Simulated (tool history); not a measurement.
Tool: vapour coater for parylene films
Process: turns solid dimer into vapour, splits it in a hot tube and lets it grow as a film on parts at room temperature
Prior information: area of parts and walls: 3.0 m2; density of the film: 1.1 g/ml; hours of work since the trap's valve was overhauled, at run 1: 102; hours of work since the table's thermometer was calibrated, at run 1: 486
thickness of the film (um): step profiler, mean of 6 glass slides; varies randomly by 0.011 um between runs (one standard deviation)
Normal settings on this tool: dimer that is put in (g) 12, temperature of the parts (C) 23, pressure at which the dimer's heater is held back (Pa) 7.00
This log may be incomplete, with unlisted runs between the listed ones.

run   hour  dimer that is put in (g)  temperature of the parts (C)  pressure at which the dimer's heater is held back (Pa)  hours of work since the trap's valve was overhauled  hours of work since the table's thermometer was calibrated  thickness of the film (um)
  1    0.0                        12                            23                                                    7.00                                                  102                                                         486                        1.70
  2   10.0                        12                            23                                                    7.00                                                  111                                                         494                        1.69
  3   25.8                        12                            23                                                    7.00                                                  124                                                         507                        1.66
  4   43.3                        12                            23                                                    7.00                                                  138                                                         522                        1.68
  5   56.9                        12                            23                                                    7.00                                                  149                                                         533                        1.69
  6   69.2                        12                            23                                                    7.00                                                  160                                                         543                        1.68
  7   83.9                        12                            23                                                    7.00                                                  172                                                         555                        1.69
  8   95.7                         9                            23                                                    7.00                                                  181                                                         565                        1.25
  9  115.9                         9                            23                                                    7.00                                                  198                                                         581                        1.26
 10  134.3                        12                            23                                                    7.00                                                  213                                                         597                        1.67
 11  151.8                         9                            23                                                    7.00                                                  228                                                         611                        1.25
 12  171.8                        12                            25                                                    7.00                                                  244                                                         628                        1.50
 13  182.7                        12                            23                                                    2.37                                                  253                                                         636                        1.86
 14  198.1                        12                            23                                                    2.06                                                  266                                                         649                        1.88
 15  206.9                        12                            23                                                    9.51                                                  273                                                         656                        1.62
 16  226.7                         9                            23                                                    9.51                                                  289                                                         673                        1.20
 17  235.0                         9                            23                                                    9.51                                                  296                                                         680                        1.21
 18  248.5                        16                            23                                                    7.00                                                  307                                                         691                        2.22
 19  262.6                        18                            23                                                    7.00                                                  319                                                         702                        2.50
 20  274.9                        18                            23                                                    7.00                                                  329                                                         713                        2.45
 21  288.2                        12                            29                                                    7.00                                                  340                                                         723                        1.25
 22  297.3                        12                            29                                                    7.00                                                  347                                                         731                        1.23
 23  308.4                        12                            29                                                    7.00                                                  357                                                         740                        1.24
 24  326.6                         9                            23                                                    7.00                                                  372                                                         755                        1.25
 25  340.3                         9                            23                                                    7.00                                                  383                                                         766                        1.23
 26  358.8                        10                            26                                                   10.59                                                  398                                                         782                        1.17
     364.3  -- trap's valve overhauled
 27  374.0                        10                            26                                                   10.59                                                    8                                                         791                        1.13
 28  385.6                         9                            18                                                    8.28                                                   18                                                         800                        1.49
 29  403.4                        12                            16                                                    6.44                                                   32                                                         815                        2.25
 30  413.0                        12                            16                                                    6.44                                                   40                                                         823                        2.24
     422.5  -- table's thermometer calibrated
 31  422.7                        14                            15                                                    7.68                                                   47                                                           0                        2.58
 32  435.3                        16                            30                                                   10.95                                                   58                                                          10                        1.41
 33  445.3                         7                            22                                                    3.50                                                   66                                                          19                        1.01
 34  463.1                        17                            17                                                    7.87                                                   81                                                          33                        2.82
     482.5  -- trap's valve overhauled, once more
 35  483.1                        17                            17                                                    7.87                                                    0                                                          47                        3.14
 36  502.2                        17                            17                                                    7.87                                                   16                                                          62                        3.11
 37  518.8                         9                            19                                                   11.23                                                   30                                                          76                        1.45
 38  531.8                         9                            19                                                   11.23                                                   41                                                          87                        1.45
 39  543.0                         5                            18                                                   10.71                                                   50                                                          96                        0.86
 40  559.5                        10                            15                                                    6.76                                                   63                                                         110                        2.03
 41  574.0                         6                            26                                                    7.00                                                   75                                                         122                        0.72
 42  591.1                        12                            26                                                    7.00                                                   90                                                         136                        1.46
 43  605.0                        21                            25                                                    7.00                                                  101                                                         147                        2.64
 44  624.4                         7                            25                                                    7.00                                                  117                                                         163                        0.87
 45  639.9                        10                            35                                                   10.11                                                  130                                                         176                        0.77
 46  654.1                        10                            35                                                   10.11                                                  141                                                         188                        0.76
 47  664.7                        12                            23                                                    8.18                                                  150                                                         196                        1.66

Entry by entry between the runs, the difference in hidden state between the last listed run before and the first listed run after:
Runs 26 to 27: trap's valve overhauled (hour 364.3)
  vapour lost through the trap's worn valve, %: 6.2 -> 8.1; true temperature of the parts over the reading, C: -1.04 -> -1.05
  what was measured, less what the result would be without the hidden state, thickness of the film (um): -0.02 -> -0.04
Runs 30 to 31: table's thermometer calibrated (hour 422.5)
  vapour lost through the trap's worn valve, %: 8.6 -> 8.8; true temperature of the parts over the reading, C: -1.1 -> -0.1
  what was measured, less what the result would be without the hidden state, thickness of the film (um): -0.09 -> -0.23
Runs 34 to 35: trap's valve overhauled, once more (hour 482.5)
  vapour lost through the trap's worn valve, %: 9.3 -> 0.3; true temperature of the parts over the reading, C: -0.14 -> -0.16
  what was measured, less what the result would be without the hidden state, thickness of the film (um): -0.27 -> +0.02

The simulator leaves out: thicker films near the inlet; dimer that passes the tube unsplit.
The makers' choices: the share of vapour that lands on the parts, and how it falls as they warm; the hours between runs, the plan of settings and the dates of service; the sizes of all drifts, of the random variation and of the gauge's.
